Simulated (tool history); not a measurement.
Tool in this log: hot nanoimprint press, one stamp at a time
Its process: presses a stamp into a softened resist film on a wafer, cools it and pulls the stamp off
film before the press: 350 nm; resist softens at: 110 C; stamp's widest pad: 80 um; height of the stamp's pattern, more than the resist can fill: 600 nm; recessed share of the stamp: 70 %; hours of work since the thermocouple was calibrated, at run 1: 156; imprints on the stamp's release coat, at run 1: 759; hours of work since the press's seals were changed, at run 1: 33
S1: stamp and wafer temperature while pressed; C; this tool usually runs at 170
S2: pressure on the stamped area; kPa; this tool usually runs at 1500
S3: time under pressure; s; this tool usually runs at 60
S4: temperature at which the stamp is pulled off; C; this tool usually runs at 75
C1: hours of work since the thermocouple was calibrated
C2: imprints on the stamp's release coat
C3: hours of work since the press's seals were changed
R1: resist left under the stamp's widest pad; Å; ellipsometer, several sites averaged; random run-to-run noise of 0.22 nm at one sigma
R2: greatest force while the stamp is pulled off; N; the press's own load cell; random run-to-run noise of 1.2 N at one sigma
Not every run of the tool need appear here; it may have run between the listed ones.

run   hour   S1    S2  S3  S4   C1    C2   C3    R1   R2
  1      0  170  1500  60  75  156   759   33  1782  168
  2    6.1  170  1500  60  75  161   790   38  1783  167
  3   12.7  170  1500  60  75  166   823   43  1776  168
  4   22.8  170  1500  60  75  174   874   51  1779  166
  5   29.2  170  1500  60  75  178   906   56  1780  167
  6   42.4  170  1500  60  75  188   972   66  1777  169
  7   48.3  170  1500  60  75  193  1002   70  1778  170
  8   57.4  170  1500  60  75  200  1048   77  1776  171
  9   69.7  170  1500  55  75  209  1109   86  1828  171
      73.3  -- plate thermocouple calibrated
 10   83.5  175  1500  60  75    8  1164   95  1313  167
 11   96.3  175  1500  60  75   18  1228  104  1312  173
 12  105.4  175  1500  60  75   24  1274  111  1311  173
 13  113.1  175  1500  60  75   30  1312  117  1310  171
 14  123.7  175  1500  60  75   38  1365  125  1308  173
     132.4  -- stamp cleaned and given a new release coat
 15  138.8  175  1500  60  75   45    32  132  1306  157
     144.7  -- plate thermocouple calibrated, once more
 16  151.1  175  1500  34  75    5    79  139  1661  157
 17  160.9  170  1930  60  75   12   128  147  1603  157
 18  172.7  171  1330  58  69   21   187  156  1826  178
 19  182.5  171  1330  58  69   29   237  163  1824  177
 20  190.3  170  1330  72  80   35   276  169  1796  146
 21  196.8  182  1330  66  80   40   309  174   924  146
 22  208.9  180  1330  66  65   49   369  183  1035  195
 23  218.6  178   930  93  70   56   418  191  1238  178
 24  225.8  178   930  93  70   62   454  196  1238  178
 25  237.9  178   930  93  70   71   515  205  1238  178
 26  244.9  171  1940  60  75   76   550  211  1499  165
 27  255.5  170  1500  49  64   84   603  219  1925  199
 28  268.8  170  1500  49  64   95   670  229  1922  197
 29  280.1  170  1500  49  64  103   727  238  1920  199
 30  286.5  170  2330  49  67  108   759  242  1559  191

How the hidden state differs across the entries between the runs, from the last listed run before each to the first after it:
Run 9 -> run 10: plate thermocouple calibrated (hour 73.3)
  true temperature over the reading, C: 0.36 -> 0.59; pressure that arrives at the usual setting, %: 99.6 -> 99.54; grip of the stamp's worn release coat, % over a new coat's: 8.6 -> 9
  measured value less the no-hidden-state value, R1: -34 -> -43 Å; R2: +13 -> +12 N
Run 14 -> run 15: stamp cleaned and given a new release coat (hour 132.4)
  true temperature over the reading, C: 0.64 -> 0.65; pressure that arrives at the usual setting, %: 99.33 -> 99.28; grip of the stamp's worn release coat, % over a new coat's: 10.6 -> 0.2
  measured value less the no-hidden-state value, R1: -46 -> -46 Å; R2: +15 -> -1 N
Run 15 -> run 16: plate thermocouple calibrated, once more (hour 144.7)
  true temperature over the reading, C: 0.65 -> 0.08; pressure that arrives at the usual setting, %: 99.28 -> 99.23; grip of the stamp's worn release coat, % over a new coat's: 0.2 -> 0.6
  measured value less the no-hidden-state value, R1: -46 -> -1 Å; R2: -1 -> +1 N

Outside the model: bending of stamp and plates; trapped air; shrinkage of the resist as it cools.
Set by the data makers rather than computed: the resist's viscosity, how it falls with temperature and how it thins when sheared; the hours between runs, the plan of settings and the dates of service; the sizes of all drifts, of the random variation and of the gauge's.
